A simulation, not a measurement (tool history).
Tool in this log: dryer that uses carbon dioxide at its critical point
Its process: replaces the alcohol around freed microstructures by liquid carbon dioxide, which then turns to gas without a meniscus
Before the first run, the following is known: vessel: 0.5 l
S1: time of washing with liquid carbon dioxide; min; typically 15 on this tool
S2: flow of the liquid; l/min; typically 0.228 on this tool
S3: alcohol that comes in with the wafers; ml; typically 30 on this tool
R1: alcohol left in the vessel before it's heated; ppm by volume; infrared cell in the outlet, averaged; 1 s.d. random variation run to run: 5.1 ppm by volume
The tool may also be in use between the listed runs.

Run 1, hour 0.0: usual settings. Result: R1 214 ppm by volume.
Run 2, hour 8.9: usual settings. Result: R1 199 ppm by volume.
Run 3, hour 14.7: usual settings. Result: R1 206 ppm by volume.
Run 4, hour 22.9: usual settings but S3 105 ml. Result: R1 593 ppm by volume.
Run 5, hour 29.7: usual settings but S3 105 ml. Result: R1 584 ppm by volume.
Run 6, hour 39.6: usual settings but S3 25 ml. Result: R1 200 ppm by volume.
Run 7, hour 49.2: usual settings but S3 25 ml. Result: R1 199 ppm by volume.
Run 8, hour 56.9: usual settings but S3 25 ml. Result: R1 200 ppm by volume.
Run 9, hour 63.9: usual settings but S3 115 ml. Result: R1 676 ppm by volume.
Run 10, hour 72.9: usual settings but S3 61 ml. Result: R1 410 ppm by volume.
Run 11, hour 82.0: usual settings but S3 61 ml. Result: R1 411 ppm by volume.
Run 12, hour 91.6: usual settings but S3 61 ml. Result: R1 421 ppm by volume.
Run 13, hour 96.9: usual settings but S3 61 ml. Result: R1 432 ppm by volume.
Run 14, hour 102.0: usual settings but S1 12 min, S2 0.270 l/min, S3 61 ml. Result: R1 529 ppm by volume.
Run 15, hour 110.3: usual settings but S1 12 min, S2 0.270 l/min, S3 61 ml. Result: R1 558 ppm by volume.
Run 16, hour 116.9: usual settings but S1 12 min, S2 0.270 l/min, S3 61 ml. Result: R1 557 ppm by volume.
Run 17, hour 124.7: usual settings but S1 12 min, S2 0.358 l/min, S3 61 ml. Result: R1 160 ppm by volume.
Run 18, hour 130.6: usual settings but S1 17 min, S2 0.155 l/min. Result: R1 795 ppm by volume.
Run 19, hour 135.1: usual settings but S2 0.339 l/min. Result: R1 100 ppm by volume.
Run 20, hour 139.6: usual settings but S1 9 min, S3 104 ml. Result: R1 6457 ppm by volume.
Run 21, hour 143.7: usual settings but S1 9 min, S3 104 ml. Result: R1 6478 ppm by volume.
Run 22, hour 149.9: usual settings but S1 9 min, S2 0.147 l/min, S3 104 ml. Result: R1 23051 ppm by volume.
Run 23, hour 155.1: usual settings but S1 9 min, S2 0.147 l/min, S3 104 ml. Result: R1 23442 ppm by volume.
At hour 161.8: inlet filter changed.
Run 24, hour 163.1: usual settings but S1 9 min, S2 0.147 l/min, S3 104 ml. Result: R1 16227 ppm by volume.
Run 25, hour 167.6: usual settings but S1 21 min, S2 0.147 l/min, S3 42 ml. Result: R1 303 ppm by volume.

Branching from run 25: 3 alternative next runs. What would each branch give?
Run A, hour 176.5: usual settings but S1 12 min, S2 0.210 l/min, S3 39 ml. Result: R1 ?.
Run B, hour 176.5: usual settings but S1 21 min, S2 0.259 l/min, S3 42 ml. Result: R1 ?.
Run C, hour 176.5: usual settings but S1 21 min, S2 0.360 l/min, S3 72 ml. Result: R1 ?.

run   R1
  A  671
  B  111
  C  101
Stripped of hidden state, with their random variation kept, the same runs would have yielded:
run   R1
  A  557
  B   11
  C    1
